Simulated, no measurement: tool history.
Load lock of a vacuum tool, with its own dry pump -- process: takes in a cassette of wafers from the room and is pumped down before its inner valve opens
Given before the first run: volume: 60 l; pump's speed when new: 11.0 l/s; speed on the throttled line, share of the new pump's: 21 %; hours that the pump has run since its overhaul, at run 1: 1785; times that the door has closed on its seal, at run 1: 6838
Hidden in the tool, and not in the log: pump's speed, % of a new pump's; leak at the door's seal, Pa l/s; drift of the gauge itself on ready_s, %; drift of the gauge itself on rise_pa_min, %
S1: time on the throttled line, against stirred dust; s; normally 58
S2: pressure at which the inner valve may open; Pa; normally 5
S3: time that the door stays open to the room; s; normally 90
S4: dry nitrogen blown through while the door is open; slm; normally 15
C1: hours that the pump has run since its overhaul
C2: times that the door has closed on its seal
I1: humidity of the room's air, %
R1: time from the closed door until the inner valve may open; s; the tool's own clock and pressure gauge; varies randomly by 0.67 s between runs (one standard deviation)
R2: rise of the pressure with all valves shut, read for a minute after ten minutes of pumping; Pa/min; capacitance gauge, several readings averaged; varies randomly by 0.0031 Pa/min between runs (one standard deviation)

run 1 hour=0.0 | S1=58 S2=5 S3=90 S4=15 | C1=1785 C2=6838 | I1=43.4 | R1=102.5 R2=0.101
run 2 hour=439.1 | S1=58 S2=5 S3=90 S4=15 | C1=2224 C2=8520 | I1=45.5 | R1=103.4 R2=0.116
run 3 hour=744.3 | S1=58 S2=5 S3=90 S4=15 | C1=2529 C2=9689 | I1=48.6 | R1=104.0 R2=0.135
run 4 hour=1262.5 | S1=58 S2=5 S3=90 S4=15 | C1=3047 C2=11674 | I1=45.4 | R1=104.6 R2=0.143
run 5 hour=1607.4 | S1=58 S2=5 S3=90 S4=15 | C1=3392 C2=12996 | I1=43.5 | R1=105.0 R2=0.151
run 6 hour=1854.5 | S1=58 S2=5 S3=90 S4=15 | C1=3640 C2=13942 | I1=42.5 | R1=104.4 R2=0.160
run 7 hour=2339.8 | S1=58 S2=5 S3=90 S4=15 | C1=4125 C2=15801 | I1=44.4 | R1=106.2 R2=0.186
run 8 hour=2832.5 | S1=58 S2=5 S3=90 S4=15 | C1=4617 C2=17689 | I1=44.0 | R1=106.7 R2=0.208
run 9 hour=3264.9 | S1=58 S2=5 S3=90 S4=15 | C1=5050 C2=19345 | I1=47.5 | R1=108.9 R2=0.241
run 10 hour=3637.2 | S1=58 S2=5 S3=90 S4=15 | C1=5422 C2=20771 | I1=44.3 | R1=107.8 R2=0.251
run 11 hour=4174.8 | S1=58 S2=5 S3=83 S4=15 | C1=5960 C2=22831 | I1=45.7 | R1=109.5 R2=0.282
run 12 hour=4686.0 | S1=58 S2=5 S3=83 S4=15 | C1=6471 C2=24789 | I1=41.5 | R1=109.6 R2=0.298
run 13 hour=4932.1 | S1=58 S2=5 S3=90 S4=16 | C1=6717 C2=25732 | I1=43.8 | R1=110.0 R2=0.321
run 14 hour=5485.2 | S1=58 S2=5 S3=90 S4=16 | C1=7270 C2=27850 | I1=44.2 | R1=113.1 R2=0.352
run 15 hour=5749.3 | S1=58 S2=5 S3=90 S4=16 | C1=7534 C2=28862 | I1=43.7 | R1=112.2 R2=0.380
run 16 hour=6295.6 | S1=33 S2=5 S3=90 S4=15 | C1=8081 C2=30955 | I1=46.0 | R1=95.5 R2=0.419
run 17 hour=6542.2 | S1=33 S2=5 S3=90 S4=15 | C1=8327 C2=31900 | I1=42.9 | R1=94.3 R2=0.439
run 18 hour=6968.8 | S1=33 S2=5 S3=90 S4=7 | C1=8754 C2=33534 | I1=45.2 | R1=97.2 R2=0.497
run 19 hour=7312.0 | S1=58 S2=5 S3=89 S4=15 | C1=9097 C2=34849 | I1=44.9 | R1=116.2 R2=0.493
run 20 hour=7613.6 | S1=58 S2=5 S3=89 S4=15 | C1=9399 C2=36004 | I1=47.9 | R1=115.4 R2=0.534
-- hour=7875.6 dry pump taken out, an overhauled one fitted
run 21 hour=8036.7 | S1=48 S2=6 S3=131 S4=4 | C1=161 C2=37602 | I1=46.0 | R1=92.2 R2=0.600
run 22 hour=8378.5 | S1=58 S2=10 S3=168 S4=25 | C1=503 C2=38911 | I1=45.2 | R1=96.7 R2=0.629
run 23 hour=8724.1 | S1=58 S2=10 S3=94 S4=25 | C1=848 C2=40235 | I1=45.1 | R1=97.5 R2=0.616
run 24 hour=9250.1 | S1=78 S2=8 S3=28 S4=6 | C1=1374 C2=42250 | I1=43.5 | R1=114.7 R2=0.656
run 25 hour=9665.5 | S1=78 S2=8 S3=28 S4=6 | C1=1790 C2=43841 | I1=43.4 | R1=114.9 R2=0.696
run 26 hour=10125.0 | S1=58 S2=5 S3=90 S4=6 | C1=2249 C2=45601 | I1=44.5 | R1=104.7 R2=0.805
-- hour=10344.7 door's seal changed, seat wiped
run 27 hour=10588.5 | S1=113 S2=4 S3=90 S4=15 | C1=2711 C2=934 | I1=42.4 | R1=148.6 R2=0.062
run 28 hour=11082.3 | S1=95 S2=5 S3=90 S4=15 | C1=3205 C2=2826 | I1=45.0 | R1=131.9 R2=0.072
run 29 hour=11523.0 | S1=95 S2=5 S3=90 S4=15 | C1=3646 C2=4514 | I1=45.2 | R1=133.0 R2=0.085
run 30 hour=11901.3 | S1=95 S2=5 S3=90 S4=15 | C1=4024 C2=5963 | I1=47.8 | R1=135.0 R2=0.097
run 31 hour=12215.4 | S1=83 S2=9 S3=90 S4=7 | C1=4338 C2=7166 | I1=42.6 | R1=122.0 R2=0.116
run 32 hour=12771.2 | S1=83 S2=9 S3=90 S4=7 | C1=4894 C2=9295 | I1=44.1 | R1=122.9 R2=0.137
run 33 hour=13181.0 | S1=83 S2=9 S3=90 S4=7 | C1=5304 C2=10865 | I1=44.5 | R1=122.9 R2=0.141
run 34 hour=13683.1 | S1=83 S2=4 S3=84 S4=7 | C1=5806 C2=12789 | I1=46.1 | R1=130.1 R2=0.169

Forecast run 35:
run 35 hour=14199.8 | S1=67 S2=5 S3=90 S4=15 | C1=6323 C2=14768 | I1=43.1 | R1=? R2=?

Logged for run 35: R1 116.8 s, R2 0.171 Pa/min.
With the hidden condition absent and the run-to-run variation left alone, this run would have shown R1 107.4 s, R2 0.051 Pa/min.
